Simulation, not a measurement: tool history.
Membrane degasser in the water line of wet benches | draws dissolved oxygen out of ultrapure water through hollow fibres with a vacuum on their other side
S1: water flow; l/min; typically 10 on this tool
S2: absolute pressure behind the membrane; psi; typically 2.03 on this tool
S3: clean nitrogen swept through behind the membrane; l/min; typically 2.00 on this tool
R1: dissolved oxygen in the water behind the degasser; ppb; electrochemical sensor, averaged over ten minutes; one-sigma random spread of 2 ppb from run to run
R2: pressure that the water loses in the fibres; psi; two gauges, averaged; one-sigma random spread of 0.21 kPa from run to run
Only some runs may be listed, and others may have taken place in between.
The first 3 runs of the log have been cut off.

run,hour,S1,S2,S3,R1,R2
4,150.4,8,2.03,2.00,140.6,5.839
5,176.1,8,2.03,2.00,139.9,5.903
6,206.6,8,4.44,2.00,297.6,5.862
7,243.0,14,4.44,2.00,628.9,10.232
8,276.8,14,4.44,2.00,629.0,10.206
9,313.8,14,4.44,2.00,621.1,10.276
10,356.8,14,4.44,2.00,621.0,10.247
11,413.0,14,2.03,2.00,366.6,10.260
12,438.2,10,2.03,2.40,186.0,7.316
13,474.8,10,2.03,2.40,182.1,7.314
14,521.2,10,2.03,5.09,125.2,7.322
15,544.6,10,2.03,5.09,127.4,7.319
16,575.1,10,1.67,5.40,111.2,7.352
17,598.5,12,2.70,1.22,474.4,8.852
18,638.4,10,4.79,3.67,271.5,7.364
19,681.8,10,4.79,3.67,269.8,7.353
20,737.7,10,3.57,3.67,217.8,7.329
21,772.0,7,3.57,0.88,418.8,5.142
22,827.7,10,4.09,0.99,642.6,7.336
23,855.1,7,1.25,0.87,124.7,5.156
24,896.5,10,1.25,1.60,153.5,7.395

Expected results for the next run?
25,928.4,8,1.25,3.94,?,?

R1: 61.7 ppb
R2: 5.910 psi
If the tool had no hidden condition, the same run with the same run-to-run variation would have returned R1 58.5 ppb, R2 5.841 psi.

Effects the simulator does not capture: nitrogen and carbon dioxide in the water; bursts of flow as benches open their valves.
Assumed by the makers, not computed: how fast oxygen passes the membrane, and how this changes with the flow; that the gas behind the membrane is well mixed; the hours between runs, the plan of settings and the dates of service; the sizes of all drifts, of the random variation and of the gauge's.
